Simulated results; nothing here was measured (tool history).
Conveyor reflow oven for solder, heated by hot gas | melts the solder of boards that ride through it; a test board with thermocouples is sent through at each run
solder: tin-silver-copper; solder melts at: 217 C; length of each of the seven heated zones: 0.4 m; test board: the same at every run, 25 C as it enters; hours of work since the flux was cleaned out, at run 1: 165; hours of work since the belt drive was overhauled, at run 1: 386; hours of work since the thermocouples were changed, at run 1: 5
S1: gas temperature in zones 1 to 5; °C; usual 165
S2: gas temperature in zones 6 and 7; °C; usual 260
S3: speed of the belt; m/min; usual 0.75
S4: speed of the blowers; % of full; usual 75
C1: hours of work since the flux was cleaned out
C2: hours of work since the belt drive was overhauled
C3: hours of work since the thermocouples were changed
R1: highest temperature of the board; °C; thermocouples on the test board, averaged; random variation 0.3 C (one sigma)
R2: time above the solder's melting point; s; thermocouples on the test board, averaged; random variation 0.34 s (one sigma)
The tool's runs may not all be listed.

| run | day | S1 | S2 | S3 | S4 | C1 | C2 | C3 | R1 | R2 |
|---|---|---|---|---|---|---|---|---|---|---|
| 1 | 0 | 165 | 260 | 0.75 | 75 | 165 | 386 | 5 | 245.9 | 42.1 |
| 2 | 0.829 | 165 | 260 | 0.75 | 75 | 174 | 395 | 14 | 245.1 | 41.3 |
| 3 | 1.288 | 165 | 260 | 0.75 | 75 | 179 | 400 | 18 | 245.5 | 42 |
| 4 | 1.804 | 165 | 260 | 0.75 | 63 | 184 | 405 | 24 | 243.4 | 39.6 |
| 5 | 2.642 | 165 | 264 | 0.75 | 75 | 193 | 414 | 32 | 249.4 | 43.7 |
|  | 3.304 | flux residue cleaned out of gas plates and filters |
| 6 | 3.646 | 165 | 264 | 0.75 | 75 | 3 | 422 | 40 | 250.9 | 46.5 |
| 7 | 4.242 | 165 | 264 | 0.75 | 75 | 10 | 428 | 46 | 250.7 | 45.6 |
| 8 | 4.696 | 165 | 264 | 0.75 | 75 | 14 | 432 | 51 | 250.3 | 46.5 |
| 9 | 5.646 | 165 | 264 | 0.831 | 75 | 24 | 442 | 61 | 247.5 | 39.1 |
| 10 | 6.333 | 165 | 264 | 0.831 | 75 | 31 | 449 | 68 | 247 | 39.1 |
| 11 | 6.929 | 165 | 260 | 0.713 | 75 | 37 | 455 | 74 | 248.9 | 47.5 |
|  | 7.138 | belt drive overhauled, speed set with a stopwatch |
| 12 | 7.529 | 165 | 260 | 0.713 | 75 | 42 | 4 | 78 | 248.2 | 47.8 |
| 13 | 8.117 | 165 | 260 | 0.713 | 75 | 48 | 10 | 84 | 248.4 | 47.8 |
| 14 | 9.058 | 165 | 260 | 0.713 | 75 | 57 | 20 | 94 | 248.7 | 47.1 |
| 15 | 9.721 | 165 | 260 | 0.713 | 75 | 64 | 26 | 101 | 248.5 | 47 |
| 16 | 10.521 | 165 | 260 | 0.713 | 75 | 72 | 35 | 109 | 248.6 | 47 |
| 17 | 11.012 | 178 | 260 | 0.713 | 75 | 77 | 40 | 114 | 250 | 52.2 |
| 18 | 11.6 | 154 | 260 | 0.713 | 75 | 83 | 46 | 120 | 247.2 | 43.6 |
|  | 12.438 | belt drive overhauled, speed set with a stopwatch, once more |
| 19 | 12.438 | 154 | 260 | 0.713 | 75 | 90 | 0 | 127 | 245.3 | 42.1 |
| 20 | 13.2 | 176 | 260 | 0.609 | 75 | 98 | 8 | 135 | 252.3 | 62.7 |
| 21 | 14.212 | 165 | 260 | 0.729 | 57 | 108 | 18 | 145 | 244.3 | 40.5 |
| 22 | 14.921 | 165 | 260 | 0.729 | 57 | 116 | 25 | 153 | 243.9 | 40.6 |
| 23 | 15.971 | 165 | 260 | 0.729 | 57 | 126 | 36 | 163 | 243.8 | 40.5 |
| 24 | 16.442 | 165 | 261 | 0.75 | 78 | 131 | 41 | 168 | 247.4 | 43.4 |
| 25 | 17.221 | 165 | 270 | 0.9 | 75 | 139 | 49 | 176 | 248.9 | 35.5 |
| 26 | 17.95 | 152 | 250 | 0.75 | 83 | 147 | 57 | 184 | 236 | 31.3 |
| 27 | 18.375 | 165 | 260 | 0.75 | 65 | 151 | 61 | 188 | 244.1 | 40.2 |
| 28 | 19.188 | 158 | 272 | 0.726 | 55 | 159 | 69 | 196 | 252.2 | 44.6 |
| 29 | 20.238 | 165 | 260 | 0.707 | 75 | 170 | 80 | 207 | 246.9 | 47 |
| 30 | 20.833 | 165 | 272 | 0.61 | 55 | 176 | 86 | 213 | 259.5 | 61.4 |
| 31 | 21.858 | 164 | 260 | 0.75 | 75 | 187 | 97 | 224 | 245.6 | 41.7 |

Hidden state at the last listed run before each entry between runs and at the first one after, where it differs:
Between runs 5 and 6: flux residue cleaned out of gas plates and filters (day 3.304)
  heat that the gas passes to the board, % of a clean oven's: 92.4 -> 99.8; belt's true speed, % of the reading: 98.93 -> 98.91; true gas temperature in zones 6 and 7 over the reading, C: 0.11 -> 0.13
  measured less the result without the state, R1: -1.5 -> +0.4 °C; R2: -0.9 -> +0.8 s
Between runs 11 and 12: belt drive overhauled, speed set with a stopwatch (day 7.138)
  heat that the gas passes to the board, % of a clean oven's: 98.5 -> 98.3; belt's true speed, % of the reading: 98.82 -> 98.42; true gas temperature in zones 6 and 7 over the reading, C: 0.23 -> 0.24
  measured less the result without the state, R1: +0.2 -> +0.2 °C; R2: +0.7 -> +1 s
Between runs 18 and 19: belt drive overhauled, speed set with a stopwatch, once more (day 12.438)
  heat that the gas passes to the board, % of a clean oven's: 96.7 -> 96.5; belt's true speed, % of the reading: 98.31 -> 99.89; true gas temperature in zones 6 and 7 over the reading, C: 0.35 -> 0.37
  measured less the result without the state, R1: +0 -> -0.5 °C; R2: +0.7 -> -0.6 s
